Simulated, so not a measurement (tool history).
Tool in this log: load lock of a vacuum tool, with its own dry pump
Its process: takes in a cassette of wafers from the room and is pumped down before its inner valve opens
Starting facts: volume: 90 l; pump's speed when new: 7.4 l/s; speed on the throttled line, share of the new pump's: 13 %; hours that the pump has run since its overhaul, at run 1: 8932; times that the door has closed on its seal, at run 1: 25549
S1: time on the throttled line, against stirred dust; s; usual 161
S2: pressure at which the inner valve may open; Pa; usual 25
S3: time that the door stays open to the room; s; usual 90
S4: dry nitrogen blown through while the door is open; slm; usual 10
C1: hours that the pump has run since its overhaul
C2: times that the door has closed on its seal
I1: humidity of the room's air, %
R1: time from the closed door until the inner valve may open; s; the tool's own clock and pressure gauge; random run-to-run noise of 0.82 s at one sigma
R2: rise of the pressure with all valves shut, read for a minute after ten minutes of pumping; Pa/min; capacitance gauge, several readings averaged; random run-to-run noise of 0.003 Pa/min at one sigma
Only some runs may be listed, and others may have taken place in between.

run 1 hour=0.0 | S1=161 S2=25 S3=90 S4=10 | C1=8932 C2=25549 | I1=45.6 | R1=244.5 R2=0.201
run 2 hour=350.1 | S1=161 S2=25 S3=90 S4=10 | C1=9282 C2=26490 | I1=46.4 | R1=245.8 R2=0.211
run 3 hour=790.4 | S1=161 S2=25 S3=90 S4=10 | C1=9722 C2=27674 | I1=45.3 | R1=246.1 R2=0.224
run 4 hour=1187.1 | S1=161 S2=33 S3=90 S4=10 | C1=10119 C2=28740 | I1=43.2 | R1=240.8 R2=0.233
run 5 hour=1601.2 | S1=161 S2=33 S3=90 S4=10 | C1=10533 C2=29854 | I1=44.4 | R1=242.8 R2=0.245
run 6 hour=1800.1 | S1=161 S2=33 S3=90 S4=10 | C1=10732 C2=30388 | I1=45.2 | R1=243.3 R2=0.251
run 7 hour=2147.5 | S1=161 S2=25 S3=90 S4=10 | C1=11079 C2=31322 | I1=44.2 | R1=246.3 R2=0.261
run 8 hour=2591.0 | S1=161 S2=25 S3=46 S4=10 | C1=11523 C2=32515 | I1=46.0 | R1=247.9 R2=0.257
run 9 hour=2932.8 | S1=161 S2=25 S3=46 S4=10 | C1=11865 C2=33433 | I1=45.5 | R1=246.2 R2=0.271
run 10 hour=3410.0 | S1=161 S2=38 S3=90 S4=10 | C1=12342 C2=34717 | I1=44.9 | R1=239.8 R2=0.308
run 11 hour=3829.7 | S1=161 S2=38 S3=90 S4=10 | C1=12762 C2=35845 | I1=42.8 | R1=241.7 R2=0.326
run 12 hour=4131.5 | S1=161 S2=38 S3=90 S4=10 | C1=13063 C2=36656 | I1=47.2 | R1=240.1 R2=0.341
run 13 hour=4595.1 | S1=161 S2=38 S3=90 S4=5 | C1=13527 C2=37903 | I1=44.0 | R1=242.0 R2=0.363
run 14 hour=5071.0 | S1=161 S2=25 S3=90 S4=10 | C1=14003 C2=39182 | I1=44.3 | R1=247.5 R2=0.385
run 15 hour=5531.3 | S1=161 S2=25 S3=90 S4=10 | C1=14463 C2=40420 | I1=42.9 | R1=249.1 R2=0.399
run 16 hour=5998.4 | S1=113 S2=27 S3=115 S4=5 | C1=14930 C2=41675 | I1=45.9 | R1=204.8 R2=0.435
-- hour=6222.4 door's seal changed, seat wiped
run 17 hour=6413.4 | S1=111 S2=25 S3=31 S4=10 | C1=15344 C2=513 | I1=46.1 | R1=205.7 R2=0.021
run 18 hour=6808.4 | S1=114 S2=24 S3=90 S4=5 | C1=15739 C2=1575 | I1=40.9 | R1=208.0 R2=0.047
run 19 hour=7043.4 | S1=173 S2=25 S3=160 S4=10 | C1=15974 C2=2207 | I1=46.8 | R1=258.6 R2=0.061
run 20 hour=7397.2 | S1=173 S2=41 S3=190 S4=16 | C1=16328 C2=3158 | I1=44.4 | R1=251.3 R2=0.065
run 21 hour=7834.0 | S1=266 S2=29 S3=190 S4=16 | C1=16764 C2=4333 | I1=44.7 | R1=337.8 R2=0.075
run 22 hour=8119.1 | S1=266 S2=29 S3=190 S4=16 | C1=17050 C2=5099 | I1=44.3 | R1=338.1 R2=0.076
run 23 hour=8332.5 | S1=266 S2=29 S3=190 S4=16 | C1=17263 C2=5673 | I1=46.8 | R1=339.1 R2=0.075
run 24 hour=8529.9 | S1=266 S2=29 S3=190 S4=16 | C1=17460 C2=6203 | I1=44.1 | R1=336.2 R2=0.076
run 25 hour=8947.4 | S1=132 S2=27 S3=36 S4=27 | C1=17878 C2=7326 | I1=47.1 | R1=222.2 R2=0.044
run 26 hour=9268.5 | S1=132 S2=27 S3=36 S4=27 | C1=18199 C2=8189 | I1=44.2 | R1=223.2 R2=0.048
run 27 hour=9634.9 | S1=132 S2=27 S3=36 S4=27 | C1=18565 C2=9174 | I1=46.4 | R1=224.9 R2=0.054
run 28 hour=9944.7 | S1=132 S2=27 S3=36 S4=27 | C1=18875 C2=10007 | I1=44.3 | R1=224.3 R2=0.060

Each row is a separate what-if for the run after 28, all from the same tool condition, not one after another. Results?
run A hour=10376.3 | S1=132 S2=27 S3=118 S4=11 | C1=19307 C2=11167 | I1=43.3 | R1=? R2=?
run B hour=10376.3 | S1=132 S2=27 S3=77 S4=11 | C1=19307 C2=11167 | I1=46.4 | R1=? R2=?
run C hour=10376.3 | S1=174 S2=25 S3=36 S4=27 | C1=19307 C2=11167 | I1=46.3 | R1=? R2=?
run D hour=10376.3 | S1=161 S2=25 S3=26 S4=16 | C1=19307 C2=11167 | I1=44.4 | R1=? R2=?

run=A R1=222.6 R2=0.099
run=B R1=224.0 R2=0.088
run=C R1=260.8 R2=0.064
run=D R1=251.4 R2=0.064
Stripped of hidden state, with their random variation kept, the same runs would have yielded:
run=A R1=215.1 R2=0.048
run=B R1=216.5 R2=0.036
run=C R1=253.6 R2=0.013
run=D R1=243.8 R2=0.013
